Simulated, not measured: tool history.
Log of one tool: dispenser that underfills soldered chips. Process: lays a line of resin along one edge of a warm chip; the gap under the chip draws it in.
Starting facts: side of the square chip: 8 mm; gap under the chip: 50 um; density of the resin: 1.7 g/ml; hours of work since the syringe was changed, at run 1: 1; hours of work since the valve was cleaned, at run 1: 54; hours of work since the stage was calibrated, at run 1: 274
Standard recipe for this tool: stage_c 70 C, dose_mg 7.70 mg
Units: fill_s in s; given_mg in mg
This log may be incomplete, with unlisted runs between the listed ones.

| run | day | stage_c | dose_mg | hours of work since the syringe was changed | hours of work since the valve was cleaned | hours of work since the stage was calibrated | fill_s | given_mg |
|---|---|---|---|---|---|---|---|---|
| 1 | 0.000 | 70 | 7.70 | 1 | 54 | 274 | 85.4 | 7.57 |
|  | 0.308 | new syringe of resin |
| 2 | 0.454 | 70 | 7.70 | 2 | 60 | 281 | 88.0 | 7.54 |
|  | 0.733 | new syringe of resin |
| 3 | 0.775 | 70 | 7.70 | 1 | 65 | 285 | 80.7 | 7.54 |
| 4 | 1.062 | 70 | 7.70 | 5 | 69 | 289 | 100.3 | 7.53 |
|  | 1.138 | new syringe of resin |
| 5 | 1.371 | 70 | 7.70 | 3 | 74 | 294 | 93.1 | 7.52 |
|  | 1.550 | new syringe of resin |
|  | 1.833 | dispensing valve cleaned and set on the balance |
| 6 | 1.842 | 70 | 7.70 | 4 | 0 | 300 | 96.8 | 7.68 |
|  | 1.983 | new syringe of resin |
| 7 | 2.192 | 70 | 7.70 | 3 | 5 | 305 | 89.9 | 7.67 |
|  | 2.400 | new syringe of resin |
| 8 | 2.400 | 59 | 7.70 | 0 | 8 | 308 | 135.5 | 7.66 |
| 9 | 2.596 | 70 | 8.12 | 3 | 11 | 311 | 89.7 | 8.07 |
|  | 2.800 | new syringe of resin |
| 10 | 3.062 | 70 | 7.70 | 4 | 18 | 318 | 97.2 | 7.64 |
|  | 3.217 | new syringe of resin |
| 11 | 3.304 | 70 | 7.70 | 1 | 21 | 321 | 85.1 | 7.62 |
|  | 3.633 | new syringe of resin |
| 12 | 3.633 | 70 | 7.70 | 0 | 26 | 326 | 80.0 | 7.62 |
|  | 4.042 | new syringe of resin |
| 13 | 4.079 | 70 | 7.70 | 1 | 32 | 332 | 82.4 | 7.60 |
| 14 | 4.421 | 70 | 9.24 | 6 | 38 | 338 | 101.5 | 9.10 |
|  | 4.471 | new syringe of resin |
|  | 4.871 | new syringe of resin |
| 15 | 4.871 | 70 | 9.24 | 0 | 44 | 344 | 77.9 | 9.07 |
|  | 5.279 | new syringe of resin |
| 16 | 5.279 | 70 | 8.38 | 0 | 50 | 350 | 79.4 | 8.21 |
|  | 5.675 | new syringe of resin |
| 17 | 5.738 | 70 | 6.98 | 1 | 56 | 356 | 85.4 | 6.82 |
|  | 6.071 | new syringe of resin |
| 18 | 6.071 | 70 | 6.98 | 0 | 61 | 361 | 81.8 | 6.82 |
| 19 | 6.367 | 70 | 6.98 | 4 | 66 | 366 | 102.9 | 6.81 |
|  | 6.483 | new syringe of resin |
| 20 | 6.754 | 62 | 7.16 | 4 | 71 | 371 | 146.7 | 6.98 |
|  | 6.892 | new syringe of resin |
| 21 | 7.000 | 61 | 6.62 | 2 | 75 | 375 | 143.3 | 6.43 |
|  | 7.317 | new syringe of resin |
| 22 | 7.317 | 61 | 6.62 | 0 | 79 | 379 | 131.4 | 6.42 |
|  | 7.392 | dispensing valve cleaned and set on the balance |
|  | 7.754 | new syringe of resin |
| 23 | 7.800 | 63 | 8.85 | 1 | 6 | 386 | 112.3 | 8.83 |
| 24 | 8.071 | 63 | 8.17 | 5 | 10 | 390 | 143.1 | 8.14 |
|  | 8.154 | new syringe of resin |
| 25 | 8.458 | 63 | 8.17 | 5 | 16 | 395 | 137.8 | 8.10 |
|  | 8.558 | new syringe of resin |
| 26 | 8.662 | 64 | 7.60 | 2 | 18 | 398 | 117.6 | 7.55 |
|  | 8.958 | new syringe of resin |
| 27 | 9.125 | 74 | 9.23 | 3 | 25 | 405 | 69.9 | 9.12 |
|  | 9.379 | new syringe of resin |
| 28 | 9.400 | 70 | 8.90 | 0 | 29 | 409 | 78.8 | 8.79 |
| 29 | 9.675 | 70 | 9.21 | 4 | 33 | 413 | 98.4 | 9.13 |
|  | 9.788 | new syringe of resin |
| 30 | 10.062 | 82 | 9.67 | 4 | 39 | 419 | 54.5 | 9.54 |
|  | 10.200 | new syringe of resin |
| 31 | 10.421 | 85 | 6.65 | 3 | 44 | 424 | 49.8 | 6.56 |
|  | 10.600 | new syringe of resin |
| 32 | 10.746 | 64 | 7.66 | 2 | 49 | 428 | 119.1 | 7.53 |
|  | 11.008 | new syringe of resin |
| 33 | 11.175 | 64 | 7.71 | 3 | 55 | 435 | 122.7 | 7.58 |
| 34 | 11.379 | 71 | 7.71 | 6 | 58 | 438 | 101.2 | 7.57 |
|  | 11.412 | new syringe of resin |
|  | 11.838 | new syringe of resin |
| 35 | 11.862 | 71 | 8.74 | 0 | 65 | 445 | 75.6 | 8.54 |
|  | 12.242 | new syringe of resin |
| 36 | 12.283 | 74 | 8.72 | 1 | 71 | 451 | 65.0 | 8.51 |

How would selected steps in fill_s from run to run divide? Give the signed amount a tool lacking its hidden state would still show from settings, what came in and random variation, and the signed amount left for the hidden state, including any gauge scatter that is not in both of the compared results.
Hidden conditions of the tool in this case: resin's viscosity, % of fresh resin's; dose that the valve gives, % of what is set; true chip temperature over the reading, C; drift of the gauge itself on fill_s, %; drift of the gauge itself on given_mg, %.
Run 8 -> 9: stage_c 59 -> 70, dose_mg 7.70 -> 8.12. fill_s -45.8 s: hidden state +9.0, all else -54.8.
Run 14 -> 15: new syringe of resin, new syringe of resin. fill_s -23.6 s: hidden state -22.9, all else -0.7.
Run 23 -> 24: dose_mg 8.85 -> 8.17. fill_s +30.8 s: hidden state +26.8, all else +4.0.
Run 26 -> 27: stage_c 64 -> 74, dose_mg 7.60 -> 9.23, new syringe of resin. fill_s -47.7 s: hidden state -5.4, all else -42.3.
Run 31 -> 32: stage_c 85 -> 64, dose_mg 6.65 -> 7.66, new syringe of resin. fill_s +69.3 s: hidden state +7.6, all else +61.7.
Run 34 -> 35: dose_mg 7.71 -> 8.74, new syringe of resin, new syringe of resin. fill_s -25.6 s: hidden state -24.6, all else -1.0.

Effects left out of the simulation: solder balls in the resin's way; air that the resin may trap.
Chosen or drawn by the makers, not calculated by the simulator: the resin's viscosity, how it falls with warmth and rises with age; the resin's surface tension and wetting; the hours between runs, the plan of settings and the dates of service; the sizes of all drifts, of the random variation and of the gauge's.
